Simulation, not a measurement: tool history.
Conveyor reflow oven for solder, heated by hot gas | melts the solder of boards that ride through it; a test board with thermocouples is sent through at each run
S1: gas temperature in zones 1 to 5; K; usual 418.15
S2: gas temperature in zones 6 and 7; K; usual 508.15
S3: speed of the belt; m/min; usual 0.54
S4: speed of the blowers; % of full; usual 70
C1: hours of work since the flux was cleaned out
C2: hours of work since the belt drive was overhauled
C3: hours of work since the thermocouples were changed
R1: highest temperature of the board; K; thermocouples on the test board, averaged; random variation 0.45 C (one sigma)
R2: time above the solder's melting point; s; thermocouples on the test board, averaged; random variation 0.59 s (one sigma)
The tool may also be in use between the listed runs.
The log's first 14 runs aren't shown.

run,hour,S1,S2,S3,S4,C1,C2,C3,R1,R2
15,383,418.15,508.15,0.585,70,416,530,264,482.25,41.5
16,407.2,426.15,516.15,0.56,63,427,540,275,489.75,51.8
17,434.7,405.15,516.15,0.497,63,440,553,287,489.35,50.2
# hour 462.9: flux residue cleaned out of gas plates and filters
18,467.2,405.15,516.15,0.497,63,2,565,299,493.75,55
19,499.8,405.15,516.15,0.497,63,17,580,314,493.65,55.2
20,525.8,410.15,508.15,0.511,65,28,592,326,487.05,50.5
21,549.4,418.15,511.15,0.439,70,39,602,336,497.05,71.5
22,580.6,406.15,508.15,0.54,70,53,616,350,485.25,44.7
23,611.1,406.15,508.15,0.54,70,67,630,364,486.55,45
24,626.8,406.15,508.15,0.54,70,74,637,371,485.75,45.4
25,648.4,419.15,508.15,0.487,70,84,647,381,490.55,59.5
26,676.2,418.15,508.15,0.54,55,96,659,393,482.65,44.2
27,708.7,418.15,518.15,0.54,69,111,674,408,495.45,55.5
28,740.1,409.15,501.15,0.431,51,125,688,422,480.15,52.8

Run 29 comes next. What will it give?
29,766.9,418.15,508.15,0.565,70,137,700,434,?,?

{"run 29": {"R1": 486.55, "R2": 46.8}}
Without the tool's hidden state the same run would have given R1 488.75 K, R2 47.6 s.
